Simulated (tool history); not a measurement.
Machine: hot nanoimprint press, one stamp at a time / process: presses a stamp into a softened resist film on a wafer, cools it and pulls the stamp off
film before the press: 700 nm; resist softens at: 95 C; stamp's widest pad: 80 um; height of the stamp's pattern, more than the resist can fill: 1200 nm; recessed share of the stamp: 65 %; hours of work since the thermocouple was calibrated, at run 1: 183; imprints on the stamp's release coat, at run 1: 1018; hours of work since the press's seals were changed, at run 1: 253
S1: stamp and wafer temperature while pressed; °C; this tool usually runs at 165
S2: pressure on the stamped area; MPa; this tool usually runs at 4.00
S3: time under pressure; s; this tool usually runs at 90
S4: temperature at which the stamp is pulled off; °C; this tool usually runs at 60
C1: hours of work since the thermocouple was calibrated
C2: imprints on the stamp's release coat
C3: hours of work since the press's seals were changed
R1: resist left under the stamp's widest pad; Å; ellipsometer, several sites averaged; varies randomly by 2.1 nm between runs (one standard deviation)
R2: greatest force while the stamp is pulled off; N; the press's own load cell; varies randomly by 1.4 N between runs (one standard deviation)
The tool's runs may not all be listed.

run	hour	S1	S2	S3	S4	C1	C2	C3	R1	R2
1	0.0	165	4.00	90	60	183	1018	253	3517	156
2	12.3	165	4.00	90	60	188	1048	258	3521	158
3	27.1	165	4.00	90	60	194	1084	264	3516	156
4	47.8	165	4.00	90	60	203	1134	273	3528	156
5	56.6	165	4.00	90	60	206	1156	277	3509	159
6	77.2	165	4.00	90	60	215	1206	285	3524	155
# hour 87.7: stamp cleaned and given a new release coat
7	97.6	165	4.00	90	60	221	25	291	3536	147
8	116.5	165	4.00	90	60	229	71	299	3544	145
9	135.5	165	4.00	90	60	237	117	307	3557	146
10	150.2	165	4.00	88	60	243	153	313	3621	145
11	166.3	165	4.00	88	60	250	192	320	3577	147
12	180.5	165	4.00	90	67	255	227	326	3516	129
13	200.8	165	4.00	90	67	264	277	334	3587	131
14	212.0	165	4.00	90	67	269	304	339	3576	130
15	233.2	165	4.00	90	63	277	356	347	3566	141
16	242.1	165	2.62	151	47	281	378	351	3520	179
17	258.5	165	2.62	151	47	288	418	358	3529	176
# hour 274.1: plate thermocouple calibrated
18	277.6	165	2.62	151	47	1	457	365	3582	183
19	291.0	165	5.83	53	60	7	490	370	3830	149
20	306.4	163	3.87	100	61	13	527	377	3867	149
21	320.2	166	2.52	137	52	19	561	382	3649	172
22	330.6	166	2.52	137	52	23	587	387	3654	172
23	344.4	166	2.52	137	52	29	620	392	3641	172
24	356.2	166	4.07	69	66	34	649	397	3841	137
25	366.4	163	2.41	51	65	38	674	401	5414	143
26	378.0	169	4.00	80	60	43	702	406	3259	154
# hour 384.8: plate thermocouple calibrated, once more
27	390.5	169	4.00	80	67	2	726	410	2978	131
28	399.0	164	4.26	135	60	6	746	414	2967	150
29	411.7	164	4.26	135	60	11	777	419	3008	150
30	422.4	174	4.18	67	55	16	804	423	2561	163

Branching from run 30: 4 alternative next runs. What would each branch give?
A	433.0	174	2.88	67	55	20	829	428	?	?
B	433.0	157	5.11	90	67	20	829	428	?	?
C	433.0	171	4.88	90	67	20	829	428	?	?
D	433.0	174	2.95	67	55	20	829	428	?	?

run	R1	R2
A	3039	164
B	4344	134
C	2398	133
D	2942	163
The same runs, with their run-to-run variation unchanged, on a tool lacking any hidden condition would have given:
run	R1	R2
A	2988	155
B	4257	126
C	2337	125
D	2891	153
